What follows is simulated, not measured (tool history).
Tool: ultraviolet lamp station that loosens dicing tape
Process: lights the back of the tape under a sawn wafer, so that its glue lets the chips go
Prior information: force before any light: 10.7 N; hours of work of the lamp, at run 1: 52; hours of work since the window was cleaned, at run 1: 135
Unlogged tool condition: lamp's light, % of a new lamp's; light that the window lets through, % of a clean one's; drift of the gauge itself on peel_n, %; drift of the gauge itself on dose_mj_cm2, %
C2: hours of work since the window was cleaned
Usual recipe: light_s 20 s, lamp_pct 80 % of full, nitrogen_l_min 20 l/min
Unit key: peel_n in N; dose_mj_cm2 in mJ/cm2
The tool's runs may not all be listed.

{"run": 1, "hour": 0.0, "light_s": 20, "lamp_pct": 80, "nitrogen_l_min": 20, "hours of work of the lamp": 52, "C2": 135, "peel_n": 0.532, "dose_mj_cm2": 557}
{"run": 2, "hour": 21.2, "light_s": 20, "lamp_pct": 80, "nitrogen_l_min": 20, "hours of work of the lamp": 65, "C2": 147, "peel_n": 0.525, "dose_mj_cm2": 554}
{"run": 3, "hour": 31.0, "light_s": 20, "lamp_pct": 80, "nitrogen_l_min": 20, "hours of work of the lamp": 70, "C2": 153, "peel_n": 0.53, "dose_mj_cm2": 554}
{"run": 4, "hour": 46.4, "light_s": 20, "lamp_pct": 80, "nitrogen_l_min": 14, "hours of work of the lamp": 79, "C2": 162, "peel_n": 0.725, "dose_mj_cm2": 551}
{"run": 5, "hour": 58.7, "light_s": 20, "lamp_pct": 62, "nitrogen_l_min": 20, "hours of work of the lamp": 86, "C2": 169, "peel_n": 0.929, "dose_mj_cm2": 425}
{"run": 6, "hour": 78.9, "light_s": 20, "lamp_pct": 62, "nitrogen_l_min": 20, "hours of work of the lamp": 98, "C2": 180, "peel_n": 0.986, "dose_mj_cm2": 424}
{"run": 7, "hour": 90.6, "light_s": 20, "lamp_pct": 62, "nitrogen_l_min": 20, "hours of work of the lamp": 105, "C2": 187, "peel_n": 0.972, "dose_mj_cm2": 427}
{"run": 8, "hour": 102.5, "light_s": 20, "lamp_pct": 62, "nitrogen_l_min": 20, "hours of work of the lamp": 112, "C2": 194, "peel_n": 0.97, "dose_mj_cm2": 416}
{"run": 9, "hour": 117.4, "light_s": 20, "lamp_pct": 62, "nitrogen_l_min": 20, "hours of work of the lamp": 120, "C2": 203, "peel_n": 0.982, "dose_mj_cm2": 418}
{"run": 10, "hour": 129.2, "light_s": 20, "lamp_pct": 62, "nitrogen_l_min": 20, "hours of work of the lamp": 127, "C2": 209, "peel_n": 0.956, "dose_mj_cm2": 416}
{"run": 11, "hour": 147.7, "light_s": 20, "lamp_pct": 62, "nitrogen_l_min": 20, "hours of work of the lamp": 138, "C2": 220, "peel_n": 0.995, "dose_mj_cm2": 413}
{"run": 12, "hour": 159.0, "light_s": 20, "lamp_pct": 62, "nitrogen_l_min": 20, "hours of work of the lamp": 144, "C2": 227, "peel_n": 0.945, "dose_mj_cm2": 414}
{"run": 13, "hour": 170.8, "light_s": 20, "lamp_pct": 62, "nitrogen_l_min": 20, "hours of work of the lamp": 151, "C2": 234, "peel_n": 1.008, "dose_mj_cm2": 417}
{"run": 14, "hour": 179.5, "light_s": 20, "lamp_pct": 80, "nitrogen_l_min": 20, "hours of work of the lamp": 156, "C2": 239, "peel_n": 0.609, "dose_mj_cm2": 527}
{"run": 15, "hour": 197.9, "light_s": 36, "lamp_pct": 80, "nitrogen_l_min": 20, "hours of work of the lamp": 167, "C2": 249, "peel_n": 0.215, "dose_mj_cm2": 947}
{"run": 16, "hour": 211.3, "light_s": 36, "lamp_pct": 80, "nitrogen_l_min": 20, "hours of work of the lamp": 174, "C2": 257, "peel_n": 0.217, "dose_mj_cm2": 937}
{"run": 17, "hour": 224.6, "light_s": 36, "lamp_pct": 80, "nitrogen_l_min": 20, "hours of work of the lamp": 182, "C2": 265, "peel_n": 0.216, "dose_mj_cm2": 939}
{"run": 18, "hour": 242.5, "light_s": 36, "lamp_pct": 80, "nitrogen_l_min": 20, "hours of work of the lamp": 192, "C2": 275, "peel_n": 0.222, "dose_mj_cm2": 938}
{"run": 19, "hour": 253.2, "light_s": 36, "lamp_pct": 80, "nitrogen_l_min": 20, "hours of work of the lamp": 199, "C2": 281, "peel_n": 0.221, "dose_mj_cm2": 928}
{"hour": 254.9, "done": "window cleaned of glue's vapour"}
{"run": 20, "hour": 267.3, "light_s": 18, "lamp_pct": 80, "nitrogen_l_min": 21, "hours of work of the lamp": 206, "C2": 7, "peel_n": 0.74, "dose_mj_cm2": 457}
{"run": 21, "hour": 277.1, "light_s": 37, "lamp_pct": 90, "nitrogen_l_min": 30, "hours of work of the lamp": 212, "C2": 13, "peel_n": 0.182, "dose_mj_cm2": 1050}
{"run": 22, "hour": 295.5, "light_s": 37, "lamp_pct": 90, "nitrogen_l_min": 30, "hours of work of the lamp": 223, "C2": 23, "peel_n": 0.19, "dose_mj_cm2": 1054}
{"hour": 306.6, "done": "window cleaned of glue's vapour, once more"}
{"run": 23, "hour": 311.5, "light_s": 23, "lamp_pct": 96, "nitrogen_l_min": 9, "hours of work of the lamp": 232, "C2": 3, "peel_n": 0.5, "dose_mj_cm2": 745}
{"run": 24, "hour": 330.9, "light_s": 35, "lamp_pct": 96, "nitrogen_l_min": 18, "hours of work of the lamp": 243, "C2": 14, "peel_n": 0.192, "dose_mj_cm2": 1137}
{"run": 25, "hour": 348.7, "light_s": 25, "lamp_pct": 77, "nitrogen_l_min": 39, "hours of work of the lamp": 253, "C2": 24, "peel_n": 0.279, "dose_mj_cm2": 641}
{"run": 26, "hour": 366.5, "light_s": 16, "lamp_pct": 83, "nitrogen_l_min": 8, "hours of work of the lamp": 263, "C2": 35, "peel_n": 1.675, "dose_mj_cm2": 438}
{"run": 27, "hour": 378.0, "light_s": 20, "lamp_pct": 92, "nitrogen_l_min": 20, "hours of work of the lamp": 270, "C2": 41, "peel_n": 0.441, "dose_mj_cm2": 601}
{"run": 28, "hour": 389.9, "light_s": 10, "lamp_pct": 73, "nitrogen_l_min": 22, "hours of work of the lamp": 277, "C2": 48, "peel_n": 2.556, "dose_mj_cm2": 244}
{"run": 29, "hour": 409.2, "light_s": 26, "lamp_pct": 80, "nitrogen_l_min": 27, "hours of work of the lamp": 288, "C2": 59, "peel_n": 0.277, "dose_mj_cm2": 678}
{"run": 30, "hour": 429.4, "light_s": 15, "lamp_pct": 77, "nitrogen_l_min": 16, "hours of work of the lamp": 300, "C2": 71, "peel_n": 1.445, "dose_mj_cm2": 379}
{"run": 31, "hour": 444.2, "light_s": 15, "lamp_pct": 77, "nitrogen_l_min": 16, "hours of work of the lamp": 308, "C2": 79, "peel_n": 1.437, "dose_mj_cm2": 375}
{"run": 32, "hour": 461.8, "light_s": 15, "lamp_pct": 77, "nitrogen_l_min": 11, "hours of work of the lamp": 319, "C2": 90, "peel_n": 1.769, "dose_mj_cm2": 370}
{"run": 33, "hour": 481.2, "light_s": 15, "lamp_pct": 98, "nitrogen_l_min": 7, "hours of work of the lamp": 330, "C2": 101, "peel_n": 1.604, "dose_mj_cm2": 474}
{"run": 34, "hour": 496.3, "light_s": 20, "lamp_pct": 67, "nitrogen_l_min": 11, "hours of work of the lamp": 338, "C2": 110, "peel_n": 1.461, "dose_mj_cm2": 429}
{"run": 35, "hour": 508.5, "light_s": 35, "lamp_pct": 67, "nitrogen_l_min": 20, "hours of work of the lamp": 346, "C2": 117, "peel_n": 0.286, "dose_mj_cm2": 742}
{"run": 36, "hour": 522.6, "light_s": 35, "lamp_pct": 67, "nitrogen_l_min": 20, "hours of work of the lamp": 354, "C2": 125, "peel_n": 0.288, "dose_mj_cm2": 744}

Across each entry between runs, compare the hidden state at the last listed run before it with the hidden state at the first listed run after it:
Between runs 19 and 20: window cleaned of glue's vapour (hour 254.9)
  lamp's light, % of a new lamp's: 94.6 -> 94.3; light that the window lets through, % of a clean one's: 93.6 -> 92.4
  the result without the hidden state subtracted from the measured one, peel_n: +0.018 -> +0.196 N; dose_mj_cm2: -120 -> -67 mJ/cm2
Between runs 22 and 23: window cleaned of glue's vapour, once more (hour 306.6)
  lamp's light, % of a new lamp's: 93.9 -> 93.6; light that the window lets through, % of a clean one's: 92.1 -> 98.8
  the result without the hidden state subtracted from the measured one, peel_n: +0.005 -> +0.079 N; dose_mj_cm2: -166 -> -60 mJ/cm2

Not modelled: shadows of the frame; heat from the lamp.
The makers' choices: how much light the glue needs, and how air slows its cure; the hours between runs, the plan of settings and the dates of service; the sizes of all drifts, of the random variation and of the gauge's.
